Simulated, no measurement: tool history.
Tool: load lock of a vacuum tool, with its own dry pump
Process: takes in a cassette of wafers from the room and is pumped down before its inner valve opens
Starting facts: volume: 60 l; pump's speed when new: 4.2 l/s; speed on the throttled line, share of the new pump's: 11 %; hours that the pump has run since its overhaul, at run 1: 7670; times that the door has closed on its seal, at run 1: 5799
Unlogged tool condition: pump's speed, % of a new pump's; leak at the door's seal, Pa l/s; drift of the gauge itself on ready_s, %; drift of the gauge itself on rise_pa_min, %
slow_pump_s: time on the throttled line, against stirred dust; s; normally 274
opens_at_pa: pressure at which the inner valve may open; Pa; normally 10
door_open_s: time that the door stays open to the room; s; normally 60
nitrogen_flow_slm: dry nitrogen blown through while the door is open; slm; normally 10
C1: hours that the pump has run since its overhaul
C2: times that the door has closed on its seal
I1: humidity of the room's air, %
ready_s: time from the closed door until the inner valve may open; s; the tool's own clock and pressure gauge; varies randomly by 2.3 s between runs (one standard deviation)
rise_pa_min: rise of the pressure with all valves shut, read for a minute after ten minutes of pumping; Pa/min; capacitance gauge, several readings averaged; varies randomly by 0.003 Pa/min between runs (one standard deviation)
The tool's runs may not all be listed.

run 1 hour=0 | slow_pump_s=274 opens_at_pa=10 door_open_s=60 nitrogen_flow_slm=10 | C1=7670 C2=5799 | I1=44 | ready_s=385.8 rise_pa_min=0.069
run 2 hour=217.3 | slow_pump_s=274 opens_at_pa=10 door_open_s=60 nitrogen_flow_slm=10 | C1=7887 C2=6183 | I1=47.7 | ready_s=388.5 rise_pa_min=0.077
run 3 hour=402.5 | slow_pump_s=274 opens_at_pa=10 door_open_s=60 nitrogen_flow_slm=8 | C1=8072 C2=6510 | I1=41.5 | ready_s=389.1 rise_pa_min=0.077
run 4 hour=579 | slow_pump_s=274 opens_at_pa=10 door_open_s=60 nitrogen_flow_slm=8 | C1=8249 C2=6822 | I1=43.8 | ready_s=389.1 rise_pa_min=0.082
run 5 hour=803 | slow_pump_s=274 opens_at_pa=10 door_open_s=60 nitrogen_flow_slm=10 | C1=8473 C2=7218 | I1=42.7 | ready_s=390.9 rise_pa_min=0.081
run 6 hour=1009.8 | slow_pump_s=274 opens_at_pa=10 door_open_s=60 nitrogen_flow_slm=10 | C1=8680 C2=7583 | I1=47.1 | ready_s=392.5 rise_pa_min=0.086
run 7 hour=1226.2 | slow_pump_s=274 opens_at_pa=10 door_open_s=60 nitrogen_flow_slm=10 | C1=8896 C2=7966 | I1=42.8 | ready_s=386.7 rise_pa_min=0.089
run 8 hour=1426 | slow_pump_s=274 opens_at_pa=10 door_open_s=60 nitrogen_flow_slm=10 | C1=9096 C2=8319 | I1=44 | ready_s=389.1 rise_pa_min=0.09
run 9 hour=1626.8 | slow_pump_s=274 opens_at_pa=10 door_open_s=60 nitrogen_flow_slm=10 | C1=9297 C2=8674 | I1=45.1 | ready_s=391.2 rise_pa_min=0.093
run 10 hour=1799 | slow_pump_s=274 opens_at_pa=10 door_open_s=60 nitrogen_flow_slm=10 | C1=9469 C2=8978 | I1=48.4 | ready_s=389.6 rise_pa_min=0.102
run 11 hour=2009.7 | slow_pump_s=274 opens_at_pa=10 door_open_s=60 nitrogen_flow_slm=10 | C1=9680 C2=9351 | I1=46.2 | ready_s=390.1 rise_pa_min=0.103
run 12 hour=2160.1 | slow_pump_s=274 opens_at_pa=10 door_open_s=41 nitrogen_flow_slm=10 | C1=9830 C2=9617 | I1=45.7 | ready_s=391 rise_pa_min=0.102
run 13 hour=2316.8 | slow_pump_s=274 opens_at_pa=10 door_open_s=41 nitrogen_flow_slm=10 | C1=9987 C2=9894 | I1=44.9 | ready_s=387.5 rise_pa_min=0.1
run 14 hour=2436.1 | slow_pump_s=220 opens_at_pa=10 door_open_s=60 nitrogen_flow_slm=10 | C1=10106 C2=10104 | I1=42.4 | ready_s=342.9 rise_pa_min=0.109
run 15 hour=2536.6 | slow_pump_s=220 opens_at_pa=10 door_open_s=60 nitrogen_flow_slm=10 | C1=10206 C2=10282 | I1=45.4 | ready_s=344.7 rise_pa_min=0.115
run 16 hour=2728.7 | slow_pump_s=220 opens_at_pa=10 door_open_s=60 nitrogen_flow_slm=10 | C1=10399 C2=10622 | I1=44.9 | ready_s=340.4 rise_pa_min=0.119
run 17 hour=2892.7 | slow_pump_s=220 opens_at_pa=10 door_open_s=60 nitrogen_flow_slm=10 | C1=10562 C2=10911 | I1=44.6 | ready_s=342.1 rise_pa_min=0.118
run 18 hour=3066.9 | slow_pump_s=274 opens_at_pa=10 door_open_s=60 nitrogen_flow_slm=35 | C1=10737 C2=11219 | I1=45.5 | ready_s=394 rise_pa_min=0.117
run 19 hour=3286.4 | slow_pump_s=368 opens_at_pa=10 door_open_s=30 nitrogen_flow_slm=35 | C1=10956 C2=11607 | I1=49.8 | ready_s=476.5 rise_pa_min=0.118
run 20 hour=3400.8 | slow_pump_s=274 opens_at_pa=10 door_open_s=33 nitrogen_flow_slm=12 | C1=11071 C2=11809 | I1=47.5 | ready_s=393.3 rise_pa_min=0.122
run 21 hour=3550.8 | slow_pump_s=274 opens_at_pa=10 door_open_s=33 nitrogen_flow_slm=12 | C1=11221 C2=12075 | I1=45.5 | ready_s=394.1 rise_pa_min=0.126
run 22 hour=3680.9 | slow_pump_s=137 opens_at_pa=10 door_open_s=33 nitrogen_flow_slm=5 | C1=11351 C2=12305 | I1=43.8 | ready_s=270.6 rise_pa_min=0.13
run 23 hour=3839.3 | slow_pump_s=137 opens_at_pa=10 door_open_s=33 nitrogen_flow_slm=5 | C1=11509 C2=12584 | I1=43.3 | ready_s=275.4 rise_pa_min=0.143
run 24 hour=3944.5 | slow_pump_s=274 opens_at_pa=16 door_open_s=60 nitrogen_flow_slm=10 | C1=11614 C2=12771 | I1=41.3 | ready_s=388.3 rise_pa_min=0.141
run 25 hour=4061.5 | slow_pump_s=193 opens_at_pa=9 door_open_s=30 nitrogen_flow_slm=32 | C1=11731 C2=12977 | I1=42.5 | ready_s=322.4 rise_pa_min=0.133
run 26 hour=4162.2 | slow_pump_s=360 opens_at_pa=9 door_open_s=40 nitrogen_flow_slm=32 | C1=11832 C2=13155 | I1=41.8 | ready_s=472.6 rise_pa_min=0.144
run 27 hour=4303.2 | slow_pump_s=375 opens_at_pa=9 door_open_s=221 nitrogen_flow_slm=16 | C1=11973 C2=13405 | I1=44.5 | ready_s=482.9 rise_pa_min=0.18
run 28 hour=4410.1 | slow_pump_s=154 opens_at_pa=12 door_open_s=221 nitrogen_flow_slm=16 | C1=12080 C2=13593 | I1=44.7 | ready_s=285.2 rise_pa_min=0.188
run 29 hour=4542 | slow_pump_s=274 opens_at_pa=13 door_open_s=108 nitrogen_flow_slm=42 | C1=12212 C2=13827 | I1=47 | ready_s=387.1 rise_pa_min=0.162

What does the tool deliver on the next run?
run 30 hour=4776.1 | slow_pump_s=274 opens_at_pa=13 door_open_s=93 nitrogen_flow_slm=14 | C1=12446 C2=14240 | I1=46.4 | ready_s=? rise_pa_min=?

{"run 30": {"ready_s": 387.5, "rise_pa_min": 0.17}}
Had the tool carried no hidden state, the very same run would have given ready_s 369.7 s, rise_pa_min 0.036 Pa/min.

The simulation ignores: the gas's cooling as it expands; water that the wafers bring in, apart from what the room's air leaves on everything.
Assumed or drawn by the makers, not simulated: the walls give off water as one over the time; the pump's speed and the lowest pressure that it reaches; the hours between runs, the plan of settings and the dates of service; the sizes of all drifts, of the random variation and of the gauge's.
